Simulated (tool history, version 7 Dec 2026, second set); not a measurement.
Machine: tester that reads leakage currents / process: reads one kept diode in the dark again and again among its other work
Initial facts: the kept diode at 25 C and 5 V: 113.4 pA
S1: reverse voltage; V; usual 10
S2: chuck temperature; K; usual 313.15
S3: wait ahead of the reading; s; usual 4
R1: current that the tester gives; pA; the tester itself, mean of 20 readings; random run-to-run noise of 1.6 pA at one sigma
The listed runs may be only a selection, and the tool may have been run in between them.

run,day,S1,S2,S3,R1
1,0,10,313.15,4,594.41
2,3.717,10,309.15,4,443.52
3,6.138,10,313.15,4,607.11
4,8.646,10,313.15,0.33,623.85
5,10.442,10,313.15,1.48,619.37
6,14,13.1,313.15,4,696.18
# day 16.242: tester calibrated
# day 17.317: probe card cleaned and baked
7,17.475,13.1,313.15,4,678.59
8,19.746,10,313.15,4,618.89
9,23.408,10,313.15,4,627.14
10,25.35,10,313.15,4,632.02
# day 25.617: tester calibrated, once more
11,27.975,10,313.15,4,621.41
# day 29.246: chuck's temperature calibrated
12,31.992,10,313.15,4,523.04
13,35.329,10,313.15,4,530.64
14,38.683,10,313.15,4,537.18
15,42.642,10,313.15,4,546.04
16,46.012,10,313.15,4,552.73
17,47.846,10,313.15,4,556.79
18,50.158,1.3,313.15,4.51,268.04
19,54.129,9.8,294.15,9.41,119.96
20,57.312,9.8,294.15,9.41,122.23
21,60.546,16.5,313.15,4,708.25
22,64.542,4.5,310.15,6.32,348.34
23,67.571,10,307.15,1.28,373.37
24,69.708,3.1,303.15,1.28,174.7
25,73.05,3.1,303.15,1.28,177.65
26,76.596,3.1,303.15,1.28,180.13
27,79.75,3.1,303.15,1.28,183.2
# day 80.2: chuck's temperature calibrated
28,82.596,1.7,331.15,0.56,1123.76
29,86.462,1.7,331.15,0.56,1134.05
30,89.025,2.4,309.15,4,240.64
31,92.908,1,302.15,5.63,100.06
32,95.638,7.3,293.15,0.68,108.76
33,97.638,7.3,293.15,0.68,110.02

5 ways to go on from here, each from the tool as it stands after run 33. What would each give?
# day 99.967: probe card cleaned and baked
A,100.888,1.5,329.15,4,?
# day 99.967: probe card cleaned and baked
B,100.888,7.3,293.15,1.95,?
# day 99.967: probe card cleaned and baked
C,100.888,2,313.15,4,?
# day 99.967: probe card cleaned and baked
D,100.888,18.1,296.15,0.63,?
# day 99.967: probe card cleaned and baked
E,100.888,1.1,293.15,1.41,?

run,R1
A,987.79
B,90.91
C,319.09
D,169.41
E,46.07
Without the tool's hidden state the same runs would have given:
run,R1
A,918.51
B,83.01
C,294.75
D,155.09
E,42.13
